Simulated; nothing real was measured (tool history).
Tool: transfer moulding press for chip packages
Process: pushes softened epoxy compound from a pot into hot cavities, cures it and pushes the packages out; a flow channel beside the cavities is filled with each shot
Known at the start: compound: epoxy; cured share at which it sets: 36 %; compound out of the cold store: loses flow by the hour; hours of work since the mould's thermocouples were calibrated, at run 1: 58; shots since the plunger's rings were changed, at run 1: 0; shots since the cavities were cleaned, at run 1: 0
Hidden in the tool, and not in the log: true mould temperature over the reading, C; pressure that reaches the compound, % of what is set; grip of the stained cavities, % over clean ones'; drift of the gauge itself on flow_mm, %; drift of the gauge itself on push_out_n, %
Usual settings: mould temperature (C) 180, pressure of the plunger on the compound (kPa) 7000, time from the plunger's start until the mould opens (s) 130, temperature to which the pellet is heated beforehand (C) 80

| run | day | mould temperature (C) | pressure of the plunger on the compound (kPa) | time from the plunger's start until the mould opens (s) | temperature to which the pellet is heated beforehand (C) | hours of work since the mould's thermocouples were calibrated | shots since the plunger's rings were changed | shots since the cavities were cleaned | incoming compound's hours out of the cold store | length that the compound runs in the flow channel (mm) | greatest force on the pins that push the packages out (N) |
|---|---|---|---|---|---|---|---|---|---|---|---|
| 1 | 0 | 180 | 7000 | 130 | 80 | 58 | 0 | 0 | 34.5 | 571 | 540 |
| 2 | 1.817 | 180 | 7000 | 130 | 80 | 89 | 466 | 466 | 9.6 | 614 | 567 |
|  | 2.158 | cavities cleaned with cleaning compound and waxed |
| 3 | 2.754 | 180 | 7000 | 130 | 80 | 104 | 690 | 152 | 15.9 | 605 | 566 |
| 4 | 3.7 | 180 | 8750 | 130 | 80 | 120 | 932 | 394 | 21.6 | 668 | 547 |
|  | 4.317 | cavities cleaned with cleaning compound and waxed |
| 5 | 5.079 | 180 | 8750 | 130 | 80 | 142 | 1270 | 195 | 13 | 685 | 557 |
|  | 6.421 | cavities cleaned with cleaning compound and waxed |
| 6 | 6.942 | 180 | 7000 | 130 | 77 | 173 | 1731 | 133 | 37.6 | 569 | 545 |
| 7 | 7.888 | 180 | 7000 | 130 | 77 | 189 | 1974 | 376 | 18.5 | 598 | 581 |
|  | 8.538 | cavities cleaned with cleaning compound and waxed |
| 8 | 9.65 | 180 | 7000 | 133 | 77 | 218 | 2410 | 286 | 41.5 | 562 | 528 |
|  | 10.642 | cavities cleaned with cleaning compound and waxed |
| 9 | 10.975 | 180 | 7000 | 133 | 77 | 239 | 2733 | 84 | 33.7 | 578 | 522 |
| 10 | 11.888 | 180 | 7000 | 133 | 80 | 255 | 2967 | 318 | 39.2 | 566 | 522 |
|  | 12.812 | cavities cleaned with cleaning compound and waxed |
| 11 | 13.021 | 180 | 7000 | 164 | 80 | 273 | 3242 | 53 | 45.4 | 558 | 425 |
| 12 | 14.596 | 180 | 8210 | 164 | 80 | 300 | 3646 | 457 | 47.4 | 599 | 433 |
|  | 14.921 | cavities cleaned with cleaning compound and waxed |
| 13 | 16.129 | 180 | 7000 | 130 | 80 | 325 | 4022 | 309 | 41.2 | 561 | 532 |
|  | 17.075 | cavities cleaned with cleaning compound and waxed |
| 14 | 17.679 | 180 | 6490 | 130 | 84 | 350 | 4405 | 155 | 40.4 | 539 | 523 |
| 15 | 18.679 | 180 | 6490 | 130 | 84 | 367 | 4660 | 410 | 12.3 | 584 | 554 |
|  | 18.908 | plunger's sealing rings changed |
|  | 19.346 | cavities cleaned with cleaning compound and waxed |
| 16 | 19.612 | 182 | 7000 | 162 | 78 | 380 | 165 | 68 | 14.1 | 601 | 408 |
| 17 | 20.804 | 182 | 7000 | 162 | 78 | 400 | 470 | 373 | 32.1 | 568 | 405 |
|  | 21.483 | cavities cleaned with cleaning compound and waxed |
| 18 | 21.642 | 177 | 6440 | 162 | 78 | 413 | 669 | 41 | 21.8 | 579 | 480 |
| 19 | 23.412 | 180 | 7000 | 130 | 85 | 443 | 1123 | 495 | 15.5 | 608 | 546 |
|  | 23.662 | cavities cleaned with cleaning compound and waxed |
| 20 | 25.304 | 180 | 6310 | 130 | 80 | 474 | 1592 | 421 | 35.9 | 541 | 547 |
|  | 25.867 | cavities cleaned with cleaning compound and waxed |
| 21 | 27.246 | 180 | 6310 | 130 | 80 | 506 | 2074 | 354 | 37.6 | 545 | 527 |
|  | 27.979 | cavities cleaned with cleaning compound and waxed |
| 22 | 29.158 | 176 | 8620 | 158 | 90 | 538 | 2548 | 302 | 18.9 | 676 | 514 |
|  | 30.117 | cavities cleaned with cleaning compound and waxed |
| 23 | 30.362 | 176 | 8620 | 158 | 90 | 557 | 2841 | 64 | 10.9 | 692 | 517 |
| 24 | 31.662 | 175 | 7000 | 130 | 85 | 579 | 3174 | 397 | 32.4 | 594 | 775 |
|  | 32.262 | cavities cleaned with cleaning compound and waxed |
| 25 | 32.529 | 178 | 7000 | 137 | 80 | 593 | 3380 | 68 | 28.5 | 588 | 546 |
|  | 32.892 | mould's thermocouples calibrated |
| 26 | 34.188 | 174 | 6190 | 130 | 80 | 22 | 3784 | 472 | 40.9 | 549 | 817 |

Forecast each of these 4 alternatives for the next run:
|  | 34.462 | cavities cleaned with cleaning compound and waxed |
| A | 35.512 | 176 | 5920 | 137 | 80 | 43 | 4108 | 269 | 33.6 | ? | ? |
|  | 34.462 | cavities cleaned with cleaning compound and waxed |
| B | 35.512 | 174 | 6080 | 115 | 80 | 43 | 4108 | 269 | 33.7 | ? | ? |
|  | 34.462 | cavities cleaned with cleaning compound and waxed |
| C | 35.512 | 172 | 6190 | 118 | 76 | 43 | 4108 | 269 | 15.9 | ? | ? |
|  | 34.462 | cavities cleaned with cleaning compound and waxed |
| D | 35.512 | 180 | 8040 | 130 | 80 | 43 | 4108 | 269 | 28.7 | ? | ? |

| run | length that the compound runs in the flow channel (mm) | greatest force on the pins that push the packages out (N) |
|---|---|---|
| A | 537 | 643 |
| B | 552 | 1097 |
| C | 593 | 1208 |
| D | 629 | 558 |
Without the tool's hidden state the same runs would have given:
| run | length that the compound runs in the flow channel (mm) | greatest force on the pins that push the packages out (N) |
|---|---|---|
| A | 538 | 636 |
| B | 552 | 1085 |
| C | 593 | 1194 |
| D | 629 | 552 |

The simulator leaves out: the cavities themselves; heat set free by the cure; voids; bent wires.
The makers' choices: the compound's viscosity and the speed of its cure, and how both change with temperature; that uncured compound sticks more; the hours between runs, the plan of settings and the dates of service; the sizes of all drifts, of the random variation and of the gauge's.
